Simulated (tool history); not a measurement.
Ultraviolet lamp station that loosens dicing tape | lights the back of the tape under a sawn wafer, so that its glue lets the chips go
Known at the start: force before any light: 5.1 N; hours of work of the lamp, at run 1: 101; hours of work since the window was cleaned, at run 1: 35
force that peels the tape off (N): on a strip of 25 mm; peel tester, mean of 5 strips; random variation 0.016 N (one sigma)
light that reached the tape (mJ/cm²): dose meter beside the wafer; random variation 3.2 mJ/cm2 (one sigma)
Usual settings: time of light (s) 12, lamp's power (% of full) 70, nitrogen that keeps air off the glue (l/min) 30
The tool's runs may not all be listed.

| run | day | time of light (s) | lamp's power (% of full) | nitrogen that keeps air off the glue (l/min) | hours of work of the lamp | hours of work since the window was cleaned | force that peels the tape off (N) | light that reached the tape (mJ/cm²) |
|---|---|---|---|---|---|---|---|---|
| 1 | 0.000 | 12 | 70 | 30 | 101 | 35 | 0.803 | 494 |
| 2 | 0.554 | 12 | 70 | 30 | 111 | 44 | 0.808 | 492 |
| 3 | 1.229 | 12 | 70 | 30 | 122 | 56 | 0.771 | 487 |
| 4 | 2.167 | 12 | 70 | 30 | 139 | 72 | 0.821 | 488 |
| 5 | 2.633 | 12 | 99 | 30 | 147 | 80 | 0.426 | 683 |
| 6 | 3.567 | 12 | 99 | 30 | 163 | 96 | 0.441 | 681 |
| 7 | 4.554 | 12 | 99 | 30 | 180 | 113 | 0.443 | 678 |
| 8 | 5.042 | 12 | 99 | 30 | 188 | 122 | 0.438 | 675 |
| 9 | 5.783 | 12 | 99 | 30 | 201 | 134 | 0.467 | 674 |
| 10 | 6.688 | 12 | 99 | 30 | 216 | 150 | 0.445 | 656 |
| 11 | 7.179 | 12 | 99 | 30 | 225 | 158 | 0.453 | 658 |
| 12 | 7.712 | 11 | 70 | 30 | 234 | 168 | 1.005 | 427 |
| 13 | 8.579 | 12 | 70 | 30 | 249 | 183 | 0.884 | 462 |
| 14 | 9.408 | 12 | 70 | 30 | 263 | 197 | 0.871 | 457 |
| 15 | 10.092 | 12 | 70 | 30 | 275 | 209 | 0.895 | 454 |
| 16 | 10.704 | 14 | 69 | 54 | 286 | 219 | 0.502 | 523 |
| 17 | 11.538 | 14 | 69 | 54 | 300 | 234 | 0.495 | 513 |
| 18 | 12.633 | 9 | 96 | 54 | 319 | 252 | 0.654 | 460 |
| 19 | 13.625 | 9 | 96 | 54 | 336 | 269 | 0.652 | 457 |
| 20 | 14.654 | 16 | 72 | 17 | 354 | 287 | 0.877 | 605 |
| 21 | 15.742 | 11 | 80 | 30 | 372 | 306 | 0.958 | 454 |
| 22 | 16.425 | 12 | 73 | 20 | 384 | 318 | 1.182 | 449 |
| 23 | 17.142 | 21 | 70 | 26 | 396 | 330 | 0.414 | 753 |
| 24 | 17.888 | 21 | 70 | 26 | 409 | 343 | 0.409 | 747 |
| 25 | 18.517 | 21 | 70 | 26 | 420 | 354 | 0.425 | 741 |
| 26 | 19.017 | 21 | 70 | 26 | 429 | 362 | 0.405 | 739 |

Forecast run 27:
| 27 | 19.567 | 17 | 70 | 54 | 438 | 372 | ? | ? |

Run 27 gave force that peels the tape off (N) 0.377, light that reached the tape (mJ/cm²) 594.
Without the tool's hidden state the same run would have given force that peels the tape off (N) 0.253, light that reached the tape (mJ/cm²) 723.

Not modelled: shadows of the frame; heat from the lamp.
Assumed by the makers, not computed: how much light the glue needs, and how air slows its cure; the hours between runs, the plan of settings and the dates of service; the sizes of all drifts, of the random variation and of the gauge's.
